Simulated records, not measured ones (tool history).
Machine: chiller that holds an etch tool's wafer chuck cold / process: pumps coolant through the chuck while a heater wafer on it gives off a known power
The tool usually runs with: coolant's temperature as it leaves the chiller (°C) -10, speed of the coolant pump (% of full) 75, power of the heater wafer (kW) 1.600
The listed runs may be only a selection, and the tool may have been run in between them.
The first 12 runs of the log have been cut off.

run	hour	coolant's temperature as it leaves the chiller (°C)	speed of the coolant pump (% of full)	power of the heater wafer (kW)	hours since the coolant was changed and the channels were flushed	hours since the pump was overhauled	hours since the chiller's thermometer was calibrated	chuck's temperature once it has settled (°C)	how much warmer the coolant comes back (C)
13	1214.9	-10	75	2.099	2220	2376	4454	4.0	6.77
14	1284.7	-10	75	1.600	2289	2446	4524	0.7	5.13
15	1420.6	-10	73	1.600	2425	2582	4660	1.0	5.25
16	1559.2	-10	64	1.600	2564	2720	4798	2.6	5.99
17	1621.6	-11	71	0.923	2626	2783	4861	-4.5	2.92
# hour 1666.3: chiller's thermometer calibrated
18	1690.5	-15	92	1.013	2694	2851	24	-9.4	2.45
19	1785.8	-15	92	1.013	2789	2946	119	-9.6	2.40
# hour 1853.4: gauge calibrated
20	1916.2	-15	92	1.013	2920	3076	250	-9.4	2.74
21	2005.5	-15	92	1.013	3009	3166	339	-9.3	2.70
22	2093.7	-3	68	0.987	3097	3254	427	4.2	3.61
23	2224.7	-3	68	0.987	3228	3385	558	4.4	3.55
24	2356.1	-11	68	0.987	3360	3516	690	-3.9	3.50
25	2434.2	-11	68	0.987	3438	3594	768	-3.6	3.51
26	2543.3	-1	69	1.600	3547	3703	877	10.7	5.71
27	2620.2	-1	69	1.600	3624	3780	954	10.8	5.70
28	2725.0	-17	83	1.224	3729	3885	1059	-9.6	3.51
29	2866.3	-11	76	1.883	3870	4026	1200	1.4	5.98
30	2992.7	-19	75	1.600	3996	4153	1326	-8.4	5.19
31	3058.6	-19	75	1.600	4062	4219	1392	-8.4	5.14

Forecast each of these 3 alternatives for the next run:
A	3164.6	-2	97	1.370	4168	4325	1498	?	?
B	3164.6	-2	100	0.857	4168	4325	1498	?	?
C	3164.6	-14	85	1.548	4168	4325	1498	?	?

run	chuck's temperature once it has settled (°C)	how much warmer the coolant comes back (C)
A	5.3	3.29
B	2.3	1.88
C	-4.7	4.30
Take away the tool's hidden state, keep each run's random variation, and the runs would have read:
run	chuck's temperature once it has settled (°C)	how much warmer the coolant comes back (C)
A	5.2	3.52
B	2.3	2.11
C	-4.7	4.53
